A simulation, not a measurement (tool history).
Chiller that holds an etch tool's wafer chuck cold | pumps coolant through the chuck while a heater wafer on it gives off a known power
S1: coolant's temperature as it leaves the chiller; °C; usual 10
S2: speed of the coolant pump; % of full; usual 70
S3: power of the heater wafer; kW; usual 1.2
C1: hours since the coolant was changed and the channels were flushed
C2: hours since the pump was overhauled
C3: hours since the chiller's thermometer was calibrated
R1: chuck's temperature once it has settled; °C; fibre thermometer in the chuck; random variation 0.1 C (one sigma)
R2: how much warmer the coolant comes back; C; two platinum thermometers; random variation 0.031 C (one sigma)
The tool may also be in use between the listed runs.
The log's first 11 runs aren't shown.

{"run": 12, "day": 16.438, "S1": 10, "S2": 70, "S3": 1.671, "C1": 4334, "C2": 74, "C3": 577, "R1": 23.3, "R2": 4.34}
{"run": 13, "day": 18.058, "S1": 10, "S2": 70, "S3": 1.066, "C1": 4373, "C2": 113, "C3": 616, "R1": 18.6, "R2": 2.78}
{"run": 14, "day": 19.525, "S1": 10, "S2": 70, "S3": 1.066, "C1": 4408, "C2": 148, "C3": 651, "R1": 18.7, "R2": 2.79}
{"run": 15, "day": 20.788, "S1": 10, "S2": 70, "S3": 1.066, "C1": 4438, "C2": 178, "C3": 682, "R1": 18.4, "R2": 2.73}
{"day": 22.138, "done": "coolant pump overhauled, once more"}
{"run": 16, "day": 22.471, "S1": 10, "S2": 70, "S3": 1.066, "C1": 4473, "C2": 8, "C3": 717, "R1": 18.4, "R2": 2.7}
{"run": 17, "day": 24.338, "S1": 10, "S2": 74, "S3": 1.2, "C1": 4518, "C2": 53, "C3": 762, "R1": 19.2, "R2": 2.91}
{"run": 18, "day": 26.042, "S1": 10, "S2": 74, "S3": 1.2, "C1": 4559, "C2": 94, "C3": 803, "R1": 19.1, "R2": 2.91}
{"run": 19, "day": 26.879, "S1": 19, "S2": 70, "S3": 0.73, "C1": 4579, "C2": 114, "C3": 823, "R1": 25, "R2": 1.87}
{"run": 20, "day": 27.992, "S1": 7, "S2": 67, "S3": 0.73, "C1": 4606, "C2": 141, "C3": 850, "R1": 12.7, "R2": 1.93}
{"run": 21, "day": 29.521, "S1": 14, "S2": 70, "S3": 1.2, "C1": 4643, "C2": 177, "C3": 886, "R1": 23.6, "R2": 3.11}
{"run": 22, "day": 31.438, "S1": 14, "S2": 70, "S3": 1.2, "C1": 4689, "C2": 223, "C3": 932, "R1": 23.5, "R2": 3.09}
{"run": 23, "day": 33.229, "S1": 10, "S2": 76, "S3": 1.2, "C1": 4732, "C2": 266, "C3": 975, "R1": 19.1, "R2": 2.83}
{"run": 24, "day": 34.971, "S1": 2, "S2": 83, "S3": 1.339, "C1": 4773, "C2": 308, "C3": 1017, "R1": 11.7, "R2": 2.87}
{"run": 25, "day": 36.067, "S1": 15, "S2": 70, "S3": 1.465, "C1": 4800, "C2": 334, "C3": 1043, "R1": 26.9, "R2": 3.79}
{"run": 26, "day": 37.783, "S1": 5, "S2": 83, "S3": 1.096, "C1": 4841, "C2": 376, "C3": 1085, "R1": 12.9, "R2": 2.33}
{"run": 27, "day": 39.254, "S1": 5, "S2": 76, "S3": 1.452, "C1": 4876, "C2": 411, "C3": 1120, "R1": 16.1, "R2": 3.43}
{"run": 28, "day": 40.996, "S1": 7, "S2": 76, "S3": 1.393, "C1": 4918, "C2": 453, "C3": 1162, "R1": 17.7, "R2": 3.3}
{"run": 29, "day": 42.929, "S1": 7, "S2": 76, "S3": 1.393, "C1": 4964, "C2": 499, "C3": 1208, "R1": 17.6, "R2": 3.35}
{"run": 30, "day": 44.062, "S1": 8, "S2": 99, "S3": 0.855, "C1": 4992, "C2": 526, "C3": 1235, "R1": 13.4, "R2": 1.49}
{"run": 31, "day": 45.158, "S1": 8, "S2": 99, "S3": 1.169, "C1": 5018, "C2": 552, "C3": 1262, "R1": 15.8, "R2": 2.1}

5 ways to go on from here, each from the tool as it stands after run 31. What would each give?
{"run": "A", "day": 46.9, "S1": 17, "S2": 99, "S3": 1.169, "C1": 5060, "C2": 594, "C3": 1303, "R1": "?", "R2": "?"}
{"run": "B", "day": 46.9, "S1": 10, "S2": 64, "S3": 1.2, "C1": 5060, "C2": 594, "C3": 1303, "R1": "?", "R2": "?"}
{"run": "C", "day": 46.9, "S1": 8, "S2": 65, "S3": 1.169, "C1": 5060, "C2": 594, "C3": 1303, "R1": "?", "R2": "?"}
{"run": "D", "day": 46.9, "S1": 6, "S2": 98, "S3": 1.2, "C1": 5060, "C2": 594, "C3": 1303, "R1": "?", "R2": "?"}
{"run": "E", "day": 46.9, "S1": 0, "S2": 70, "S3": 1.78, "C1": 5060, "C2": 594, "C3": 1303, "R1": "?", "R2": "?"}

run=A R1=24.8 R2=2.07
run=B R1=20.4 R2=3.39
run=C R1=17.8 R2=3.26
run=D R1=13.9 R2=2.23
run=E R1=14.5 R2=4.55
Without the tool's hidden state the same runs would have given:
run=A R1=23.6 R2=2.03
run=B R1=18.8 R2=3.34
run=C R1=16.2 R2=3.21
run=D R1=12.6 R2=2.2
run=E R1=12.1 R2=4.48
